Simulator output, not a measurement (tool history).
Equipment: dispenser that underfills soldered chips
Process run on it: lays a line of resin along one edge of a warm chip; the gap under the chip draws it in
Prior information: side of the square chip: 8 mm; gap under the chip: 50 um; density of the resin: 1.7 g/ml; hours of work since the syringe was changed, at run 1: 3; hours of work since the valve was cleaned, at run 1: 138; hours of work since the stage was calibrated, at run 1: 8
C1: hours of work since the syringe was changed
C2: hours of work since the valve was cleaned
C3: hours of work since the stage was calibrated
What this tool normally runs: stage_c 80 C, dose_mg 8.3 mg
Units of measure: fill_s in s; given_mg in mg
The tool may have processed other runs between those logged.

Run 1, day 0: usual settings; C1 3; C2 138; C3 8. Result: fill_s 119.8 s, given_mg 7.94 mg.
At day 0.242: new syringe of resin.
At day 0.592: dispensing valve cleaned and set on the balance.
Run 2, day 0.612: usual settings; C1 5; C2 0; C3 17. Result: fill_s 141.9 s, given_mg 8.33 mg.
At day 0.679: new syringe of resin.
Run 3, day 0.971: usual settings; C1 5; C2 6; C3 22. Result: fill_s 133.3 s, given_mg 8.33 mg.
At day 1.075: new syringe of resin.
Run 4, day 1.408: usual settings; C1 5; C2 13; C3 29. Result: fill_s 146.6 s, given_mg 8.27 mg.
At day 1.454: new syringe of resin.
Run 5, day 1.788: usual settings; C1 5; C2 19; C3 35. Result: fill_s 141.9 s, given_mg 8.27 mg.
At day 1.858: new syringe of resin.
Run 6, day 2.071: usual settings but stage_c 88 C; C1 3; C2 23; C3 40. Result: fill_s 87.5 s, given_mg 8.25 mg.
At day 2.25: new syringe of resin.
Run 7, day 2.404: usual settings; C1 3; C2 29; C3 45. Result: fill_s 116.5 s, given_mg 8.2 mg.
At day 2.679: new syringe of resin.
Run 8, day 3.038: usual settings; C1 6; C2 39; C3 55. Result: fill_s 147.9 s, given_mg 8.21 mg.
At day 3.079: new syringe of resin.
At day 3.483: new syringe of resin.
Run 9, day 3.558: usual settings; C1 1; C2 47; C3 63. Result: fill_s 108.5 s, given_mg 8.21 mg.
At day 3.879: new syringe of resin.
Run 10, day 3.967: usual settings but dose_mg 9.38 mg; C1 1; C2 53; C3 70. Result: fill_s 106.5 s, given_mg 9.25 mg.
At day 4.267: new syringe of resin.
Run 11, day 4.371: usual settings but dose_mg 9.38 mg; C1 2; C2 60; C3 76. Result: fill_s 106.9 s, given_mg 9.19 mg.
At day 4.658: new syringe of resin.
Run 12, day 4.867: usual settings but dose_mg 10.71 mg; C1 3; C2 68; C3 84. Result: fill_s 123.3 s, given_mg 10.47 mg.
At day 5.058: new syringe of resin.
Run 13, day 5.4: usual settings but stage_c 86 C, dose_mg 10.71 mg; C1 6; C2 76; C3 93. Result: fill_s 104 s, given_mg 10.39 mg.
At day 5.471: new syringe of resin.
Run 14, day 5.775: usual settings but stage_c 86 C, dose_mg 10.71 mg; C1 5; C2 82; C3 99. Result: fill_s 102.9 s, given_mg 10.38 mg.
At day 5.871: new syringe of resin.
Run 15, day 6.188: usual settings but stage_c 83 C; C1 5; C2 89; C3 105. Result: fill_s 120.1 s, given_mg 7.99 mg.
At day 6.275: new syringe of resin.
At day 6.675: new syringe of resin.
Run 16, day 6.771: usual settings but stage_c 83 C; C1 2; C2 98; C3 114. Result: fill_s 92.9 s, given_mg 7.99 mg.
At day 7.075: new syringe of resin.
Run 17, day 7.329: usual settings but stage_c 83 C; C1 4; C2 107; C3 123. Result: fill_s 108.2 s, given_mg 7.97 mg.
At day 7.467: new syringe of resin.
Run 18, day 7.742: usual settings but stage_c 75 C, dose_mg 9.08 mg; C1 4; C2 113; C3 130. Result: fill_s 167.6 s, given_mg 8.68 mg.
At day 7.854: new syringe of resin.
Run 19, day 8.15: usual settings but stage_c 81 C, dose_mg 9.18 mg; C1 5; C2 120; C3 136. Result: fill_s 127.4 s, given_mg 8.84 mg.
At day 8.25: new syringe of resin.
At day 8.638: new syringe of resin.
Run 20, day 8.638: usual settings but stage_c 81 C, dose_mg 9.18 mg; C1 0; C2 127; C3 144. Result: fill_s 89.5 s, given_mg 8.72 mg.
Run 21, day 8.9: usual settings but stage_c 71 C; C1 4; C2 132; C3 148. Result: fill_s 198.2 s, given_mg 7.89 mg.
At day 9.046: new syringe of resin.
Run 22, day 9.392: usual settings but stage_c 83 C, dose_mg 7.99 mg; C1 6; C2 140; C3 156. Result: fill_s 120 s, given_mg 7.65 mg.
At day 9.458: new syringe of resin.
At day 9.858: new syringe of resin.
At day 9.9: dispensing valve cleaned and set on the balance.
Run 23, day 10.021: usual settings but stage_c 83 C, dose_mg 7.99 mg; C1 2; C2 2; C3 165. Result: fill_s 95.3 s, given_mg 8.01 mg.
At day 10.3: new syringe of resin.
Run 24, day 10.433: usual settings but stage_c 88 C, dose_mg 9.11 mg; C1 2; C2 8; C3 172. Result: fill_s 73 s, given_mg 9.1 mg.
At day 10.692: new syringe of resin.
At day 11.067: new syringe of resin.
Run 25, day 11.067: usual settings but stage_c 66 C, dose_mg 7.54 mg; C1 0; C2 18; C3 182. Result: fill_s 184.8 s, given_mg 7.47 mg.
At day 11.467: new syringe of resin.
Run 26, day 11.575: usual settings but stage_c 75 C, dose_mg 7.33 mg; C1 2; C2 27; C3 190. Result: fill_s 142.3 s, given_mg 7.26 mg.

The next listed run, before its measurement:
At day 11.854: new syringe of resin.
Run 27, day 12.212: usual settings but stage_c 75 C, dose_mg 7.33 mg; C1 6; C2 37; C3 200. Result: fill_s ?, given_mg ?.

{"run 27": {"fill_s": 180.3, "given_mg": 7.28}}
The same run, on a tool lacking any hidden state, would have yielded fill_s 132 s, given_mg 7.4 mg.
